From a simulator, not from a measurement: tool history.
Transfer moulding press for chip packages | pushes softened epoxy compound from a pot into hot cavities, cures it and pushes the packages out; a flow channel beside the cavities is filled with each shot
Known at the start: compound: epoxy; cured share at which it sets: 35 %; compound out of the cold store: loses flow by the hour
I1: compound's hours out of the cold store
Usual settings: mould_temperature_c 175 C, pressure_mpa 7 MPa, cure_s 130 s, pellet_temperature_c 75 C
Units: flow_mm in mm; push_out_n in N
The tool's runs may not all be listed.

run 1 hour=0 | mould_temperature_c=175 pressure_mpa=7 cure_s=130 pellet_temperature_c=75 | I1=30.4 | flow_mm=762 push_out_n=678
-- hour=33.2 cavities cleaned with cleaning compound and waxed
run 2 hour=33.2 | mould_temperature_c=175 pressure_mpa=7 cure_s=130 pellet_temperature_c=75 | I1=19.1 | flow_mm=798 push_out_n=462
run 3 hour=63.6 | mould_temperature_c=175 pressure_mpa=7 cure_s=168 pellet_temperature_c=75 | I1=10.6 | flow_mm=812 push_out_n=547
-- hour=101.4 cavities cleaned with cleaning compound and waxed
run 4 hour=114.5 | mould_temperature_c=175 pressure_mpa=7 cure_s=168 pellet_temperature_c=75 | I1=37.6 | flow_mm=734 push_out_n=463
run 5 hour=162.5 | mould_temperature_c=175 pressure_mpa=7 cure_s=168 pellet_temperature_c=75 | I1=12.2 | flow_mm=801 push_out_n=681
-- hour=170 cavities cleaned with cleaning compound and waxed
run 6 hour=217.6 | mould_temperature_c=175 pressure_mpa=7 cure_s=168 pellet_temperature_c=75 | I1=20.4 | flow_mm=773 push_out_n=621
-- hour=239.8 cavities cleaned with cleaning compound and waxed
run 7 hour=250.9 | mould_temperature_c=175 pressure_mpa=7 cure_s=168 pellet_temperature_c=75 | I1=20.2 | flow_mm=773 push_out_n=454
-- hour=264.1 plunger's sealing rings changed
run 8 hour=305.1 | mould_temperature_c=175 pressure_mpa=7 cure_s=168 pellet_temperature_c=75 | I1=24.2 | flow_mm=786 push_out_n=643
-- hour=311.8 mould's thermocouples calibrated
-- hour=313.3 cavities cleaned with cleaning compound and waxed
run 9 hour=334.5 | mould_temperature_c=175 pressure_mpa=7 cure_s=168 pellet_temperature_c=75 | I1=34.7 | flow_mm=755 push_out_n=513
-- hour=382.7 cavities cleaned with cleaning compound and waxed
run 10 hour=387.9 | mould_temperature_c=175 pressure_mpa=5.72 cure_s=130 pellet_temperature_c=78 | I1=9.6 | flow_mm=744 push_out_n=471
run 11 hour=439.1 | mould_temperature_c=175 pressure_mpa=5.72 cure_s=130 pellet_temperature_c=78 | I1=12.7 | flow_mm=729 push_out_n=771
-- hour=453 cavities cleaned with cleaning compound and waxed
run 12 hour=466.4 | mould_temperature_c=175 pressure_mpa=8.39 cure_s=127 pellet_temperature_c=78 | I1=27.1 | flow_mm=841 push_out_n=537
run 13 hour=489.4 | mould_temperature_c=175 pressure_mpa=8.39 cure_s=127 pellet_temperature_c=78 | I1=24.7 | flow_mm=845 push_out_n=678

Forecast run 14:
run 14 hour=518.3 | mould_temperature_c=175 pressure_mpa=8.39 cure_s=127 pellet_temperature_c=78 | I1=18 | flow_mm=? push_out_n=?

Run 14 gave flow_mm 857 mm, push_out_n 822 N.
Without the tool's hidden state the same run would have given flow_mm 883 mm, push_out_n 478 N.
